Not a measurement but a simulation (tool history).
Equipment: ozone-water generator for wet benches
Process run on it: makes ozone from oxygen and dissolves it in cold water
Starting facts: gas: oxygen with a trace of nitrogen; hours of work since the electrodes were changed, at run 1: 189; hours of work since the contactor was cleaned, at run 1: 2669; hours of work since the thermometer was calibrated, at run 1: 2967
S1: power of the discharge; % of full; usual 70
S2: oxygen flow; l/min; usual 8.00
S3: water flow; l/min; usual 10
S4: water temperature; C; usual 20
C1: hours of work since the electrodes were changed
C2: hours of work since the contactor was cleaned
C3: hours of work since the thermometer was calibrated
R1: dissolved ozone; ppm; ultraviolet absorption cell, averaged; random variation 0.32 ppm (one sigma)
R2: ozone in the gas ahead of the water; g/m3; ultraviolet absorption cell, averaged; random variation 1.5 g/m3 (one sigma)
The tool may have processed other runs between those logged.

| run | hour | S1 | S2 | S3 | S4 | C1 | C2 | C3 | R1 | R2 |
|---|---|---|---|---|---|---|---|---|---|---|
| 1 | 0.0 | 70 | 8.00 | 10 | 20 | 189 | 2669 | 2967 | 48.9 | 272.8 |
| 2 | 83.6 | 70 | 8.00 | 10 | 20 | 253 | 2732 | 3030 | 49.1 | 272.5 |
| 3 | 166.4 | 70 | 8.00 | 10 | 20 | 315 | 2795 | 3092 | 48.8 | 274.4 |
| 4 | 231.7 | 70 | 8.00 | 13 | 20 | 364 | 2844 | 3142 | 43.6 | 273.8 |
| 5 | 309.6 | 70 | 8.00 | 13 | 20 | 423 | 2903 | 3201 | 43.7 | 274.0 |
| 6 | 356.4 | 70 | 8.00 | 10 | 20 | 459 | 2938 | 3236 | 48.4 | 270.6 |
| 7 | 448.2 | 70 | 8.00 | 10 | 20 | 528 | 3008 | 3305 | 48.0 | 270.5 |
| 8 | 491.9 | 70 | 8.00 | 10 | 20 | 561 | 3041 | 3338 | 48.4 | 270.5 |
| 9 | 586.3 | 70 | 8.00 | 13 | 20 | 632 | 3112 | 3410 | 43.1 | 272.2 |
| 10 | 663.4 | 70 | 8.00 | 10 | 20 | 690 | 3170 | 3468 | 48.3 | 271.2 |
| 11 | 703.5 | 98 | 8.00 | 10 | 20 | 721 | 3200 | 3498 | 62.2 | 352.8 |
| 12 | 765.3 | 98 | 8.00 | 10 | 20 | 767 | 3247 | 3545 | 62.3 | 352.1 |
| 13 | 813.7 | 70 | 8.00 | 10 | 23 | 804 | 3284 | 3581 | 44.3 | 269.3 |
| 14 | 880.5 | 70 | 6.59 | 10 | 20 | 854 | 3334 | 3632 | 50.7 | 302.2 |
| 15 | 977.6 | 70 | 8.00 | 10 | 20 | 928 | 3407 | 3705 | 47.8 | 267.4 |
| 16 | 1027.6 | 70 | 8.00 | 10 | 20 | 965 | 3445 | 3743 | 47.1 | 269.3 |
|  | 1089.1 | water thermometer calibrated |
| 17 | 1101.9 | 70 | 8.00 | 10 | 14 | 1021 | 3501 | 10 | 55.3 | 268.0 |
| 18 | 1196.2 | 44 | 9.80 | 8 | 20 | 1092 | 3572 | 81 | 33.5 | 162.0 |
| 19 | 1236.9 | 70 | 8.00 | 6 | 20 | 1123 | 3603 | 112 | 56.6 | 266.3 |
| 20 | 1281.8 | 70 | 8.21 | 6 | 24 | 1157 | 3637 | 145 | 50.7 | 260.8 |
| 21 | 1365.3 | 47 | 10.17 | 6 | 24 | 1220 | 3700 | 209 | 33.3 | 167.9 |
| 22 | 1423.5 | 47 | 10.17 | 9 | 24 | 1264 | 3744 | 252 | 29.5 | 166.3 |
| 23 | 1507.0 | 66 | 7.04 | 13 | 16 | 1327 | 3807 | 316 | 45.5 | 274.0 |
| 24 | 1561.1 | 66 | 7.04 | 13 | 13 | 1368 | 3848 | 356 | 48.1 | 273.1 |
| 25 | 1650.4 | 66 | 4.57 | 7 | 13 | 1435 | 3915 | 424 | 73.3 | 359.7 |
| 26 | 1733.0 | 66 | 4.57 | 7 | 13 | 1498 | 3977 | 486 | 72.5 | 358.7 |
| 27 | 1809.0 | 66 | 4.57 | 7 | 13 | 1555 | 4035 | 544 | 72.9 | 359.2 |
| 28 | 1897.7 | 66 | 4.57 | 10 | 13 | 1622 | 4102 | 611 | 60.1 | 357.9 |
| 29 | 1962.6 | 70 | 8.00 | 10 | 23 | 1671 | 4151 | 659 | 43.4 | 261.3 |
| 30 | 2014.2 | 70 | 8.00 | 10 | 23 | 1710 | 4190 | 699 | 43.7 | 265.6 |
| 31 | 2072.5 | 70 | 8.00 | 10 | 23 | 1754 | 4234 | 742 | 43.2 | 263.6 |
| 32 | 2151.6 | 70 | 5.08 | 10 | 20 | 1814 | 4293 | 802 | 53.1 | 351.2 |
| 33 | 2204.0 | 44 | 7.60 | 16 | 16 | 1853 | 4333 | 842 | 28.9 | 190.2 |

Some steps in R1 between neighbouring runs. How much of each would the tool show without its hidden state too (settings, what came in, random variation), and how much is left for the hidden state, with any gauge scatter that isn't in both results?
Hidden state at play: yield of the discharge, % of new electrodes'; contactor's efficiency, % of a clean one's; true water temperature over the reading, C; drift of the gauge itself on ozone_ppm, %; drift of the gauge itself on gas_g_m3, %.
Run 17 -> 18: S1 70 -> 44, S2 8.00 -> 9.80, S3 10 -> 8, S4 14 -> 20. R1 -21.8 ppm: hidden state +1.6, all else -23.4.
Run 18 -> 19: S1 44 -> 70, S2 9.80 -> 8.00, S3 8 -> 6. R1 +23.1 ppm: hidden state -1.6, all else +24.7.
Run 24 -> 25: S2 7.04 -> 4.57, S3 13 -> 7. R1 +25.2 ppm: hidden state -1.6, all else +26.8.
Run 32 -> 33: S1 70 -> 44, S2 5.08 -> 7.60, S3 10 -> 16, S4 20 -> 16. R1 -24.2 ppm: hidden state +2.7, all else -26.9.
